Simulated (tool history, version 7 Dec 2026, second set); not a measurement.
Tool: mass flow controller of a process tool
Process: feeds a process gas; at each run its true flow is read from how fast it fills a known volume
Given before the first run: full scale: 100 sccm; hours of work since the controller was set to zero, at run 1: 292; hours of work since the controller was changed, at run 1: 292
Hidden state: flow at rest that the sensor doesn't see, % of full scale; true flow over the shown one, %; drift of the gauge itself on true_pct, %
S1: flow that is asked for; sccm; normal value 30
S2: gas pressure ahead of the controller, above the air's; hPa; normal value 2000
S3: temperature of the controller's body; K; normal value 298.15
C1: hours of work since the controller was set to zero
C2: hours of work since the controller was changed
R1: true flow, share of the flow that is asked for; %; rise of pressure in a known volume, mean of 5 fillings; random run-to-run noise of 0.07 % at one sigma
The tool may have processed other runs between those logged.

run	hour	S1	S2	S3	C1	C2	R1
1	0.0	30	2000	298.15	292	292	98.05
2	69.5	30	2000	298.15	341	341	98.13
3	125.1	30	2000	305.15	380	380	98.74
4	212.3	30	2000	305.15	442	442	98.74
5	338.2	30	2000	298.15	530	530	98.04
6	457.2	30	2000	300.15	614	614	98.46
7	525.0	49	2000	298.15	662	662	98.55
8	646.9	49	2000	298.15	748	748	98.57
9	704.5	49	2000	298.15	789	789	98.57
10	831.5	49	2000	298.15	879	879	98.59
11	885.6	49	2000	298.15	917	917	98.48
12	968.3	22	2000	298.15	975	975	98.03
13	1031.2	11	2000	298.15	1020	1020	98.35
14	1106.2	11	2000	298.15	1073	1073	98.58
15	1219.0	11	2000	298.15	1152	1152	98.63
16	1334.6	11	2000	298.15	1234	1234	98.68
17	1458.9	11	2000	298.15	1322	1322	98.67
18	1575.7	11	1780	298.15	1404	1404	98.99
19	1696.8	11	2380	298.15	1490	1490	98.63
20	1828.6	11	2380	298.15	1583	1583	98.66
21	1895.8	10	2000	298.15	1630	1630	99.21
22	1967.1	10	2000	298.15	1681	1681	99.16
23	2100.9	10	2000	298.15	1775	1775	99.27
24	2188.5	10	2000	298.15	1837	1837	99.31
25	2312.2	18	1470	305.15	1924	1924	99.66
26	2409.6	12	2680	305.15	1993	1993	99.35
27	2509.6	16	2680	302.15	2064	2064	98.70
28	2570.8	28	1410	306.15	2107	2107	99.37
29	2684.6	31	1850	298.15	2187	2187	98.45
30	2781.8	31	1850	303.15	2256	2256	98.99
31	2861.1	31	1850	303.15	2312	2312	98.89
32	2918.3	10	1850	299.15	2352	2352	100.02
33	2977.7	34	1820	298.15	2394	2394	98.44
34	3065.5	34	1820	298.15	2456	2456	98.35
35	3180.9	34	1820	298.15	2538	2538	98.38
36	3292.2	34	1820	298.15	2616	2616	98.50
37	3372.7	34	1820	298.15	2673	2673	98.54
38	3445.7	32	2000	311.15	2725	2725	99.73
39	3569.8	32	2000	311.15	2812	2812	99.56
40	3631.5	30	2740	305.15	2856	2856	98.68
41	3690.5	48	2000	299.15	2898	2898	98.47
42	3771.8	87	1610	299.15	2955	2955	99.44
43	3855.0	30	2000	298.15	3014	3014	98.46
44	3934.9	14	2000	298.15	3070	3070	99.63
45	4069.4	16	2580	296.15	3165	3165	98.66
46	4162.1	16	2120	297.15	3231	3231	99.07

What will run 47 give?
47	4227.6	31	2400	313.15	3277	3277	?

{"run 47": {"R1": 99.68}}
If the tool had no hidden condition, the same run with the same run-to-run variation would have returned R1 99.44 %.

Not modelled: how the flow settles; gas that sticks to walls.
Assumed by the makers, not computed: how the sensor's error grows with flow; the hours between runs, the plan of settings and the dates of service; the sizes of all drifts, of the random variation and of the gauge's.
